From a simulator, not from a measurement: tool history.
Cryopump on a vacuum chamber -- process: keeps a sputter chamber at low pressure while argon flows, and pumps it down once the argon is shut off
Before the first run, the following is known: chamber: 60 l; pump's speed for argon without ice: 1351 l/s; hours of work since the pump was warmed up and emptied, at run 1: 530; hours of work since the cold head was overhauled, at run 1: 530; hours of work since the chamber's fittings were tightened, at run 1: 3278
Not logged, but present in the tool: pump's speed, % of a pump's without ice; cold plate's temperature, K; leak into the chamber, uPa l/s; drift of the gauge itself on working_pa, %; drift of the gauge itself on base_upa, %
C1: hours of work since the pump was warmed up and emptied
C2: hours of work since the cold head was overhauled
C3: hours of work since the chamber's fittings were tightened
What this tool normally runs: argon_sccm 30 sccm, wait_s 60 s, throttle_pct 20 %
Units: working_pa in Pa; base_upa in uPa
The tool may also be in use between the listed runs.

Run 1, hour 0: usual settings; C1 530; C2 530; C3 3278. Result: working_pa 0.2047 Pa, base_upa 3.43 uPa.
At hour 27.1: pump warmed up, emptied and cooled again.
Run 2, hour 27.1: usual settings; C1 0; C2 543; C3 3291. Result: working_pa 0.1897 Pa, base_upa 2.69 uPa.
Run 3, hour 49.2: usual settings; C1 13; C2 556; C3 3304. Result: working_pa 0.1884 Pa, base_upa 2.71 uPa.
Run 4, hour 64.1: usual settings; C1 22; C2 564; C3 3313. Result: working_pa 0.1888 Pa, base_upa 2.64 uPa.
Run 5, hour 83.8: usual settings but argon_sccm 54 sccm; C1 33; C2 576; C3 3325. Result: working_pa 0.3414 Pa, base_upa 2.71 uPa.
Run 6, hour 101.1: usual settings but argon_sccm 54 sccm; C1 44; C2 586; C3 3335. Result: working_pa 0.339 Pa, base_upa 2.7 uPa.
Run 7, hour 122.2: usual settings but argon_sccm 54 sccm; C1 56; C2 599; C3 3347. Result: working_pa 0.3415 Pa, base_upa 2.78 uPa.
Run 8, hour 136.4: usual settings but wait_s 21 s, throttle_pct 21 %; C1 65; C2 607; C3 3356. Result: working_pa 0.1798 Pa, base_upa 4.26 uPa.
Run 9, hour 150: usual settings but argon_sccm 18 sccm, wait_s 45 s, throttle_pct 31 %; C1 73; C2 615; C3 3364. Result: working_pa 0.0733 Pa, base_upa 2.98 uPa.
Run 10, hour 169.1: usual settings but throttle_pct 18 %; C1 84; C2 626; C3 3375. Result: working_pa 0.21 Pa, base_upa 2.79 uPa.
Run 11, hour 190.4: usual settings but throttle_pct 18 %; C1 96; C2 639; C3 3388. Result: working_pa 0.2123 Pa, base_upa 2.82 uPa.
Run 12, hour 205.1: usual settings but argon_sccm 23 sccm, wait_s 40 s, throttle_pct 19 %; C1 105; C2 648; C3 3396. Result: working_pa 0.1527 Pa, base_upa 3.2 uPa.
Run 13, hour 223.5: usual settings but argon_sccm 14 sccm, wait_s 190 s, throttle_pct 24 %; C1 116; C2 659; C3 3407. Result: working_pa 0.0743 Pa, base_upa 2.25 uPa.
Run 14, hour 246.7: usual settings but argon_sccm 15 sccm, wait_s 101 s, throttle_pct 24 %; C1 130; C2 672; C3 3421. Result: working_pa 0.0799 Pa, base_upa 2.56 uPa.

Alternative continuations, all from the tool just after run 14; predict every row:
Run A, hour 263.9: usual settings but argon_sccm 13 sccm, throttle_pct 21 %; C1 140; C2 682; C3 3431. Result: working_pa ?, base_upa ?.
Run B, hour 263.9: usual settings but argon_sccm 19 sccm, wait_s 37 s, throttle_pct 50 %; C1 140; C2 682; C3 3431. Result: working_pa ?, base_upa ?.
Run C, hour 263.9: usual settings but argon_sccm 27 sccm, wait_s 117 s, throttle_pct 22 %; C1 140; C2 682; C3 3431. Result: working_pa ?, base_upa ?.

run  working_pa  base_upa
  A      0.0797      2.92
  B      0.0504      3.34
  C      0.1578      2.45
With the hidden condition removed and each run's random variation left untouched, the same runs would have given:
run  working_pa  base_upa
  A      0.0779      1.04
  B      0.0478      1.49
  C       0.154      0.63

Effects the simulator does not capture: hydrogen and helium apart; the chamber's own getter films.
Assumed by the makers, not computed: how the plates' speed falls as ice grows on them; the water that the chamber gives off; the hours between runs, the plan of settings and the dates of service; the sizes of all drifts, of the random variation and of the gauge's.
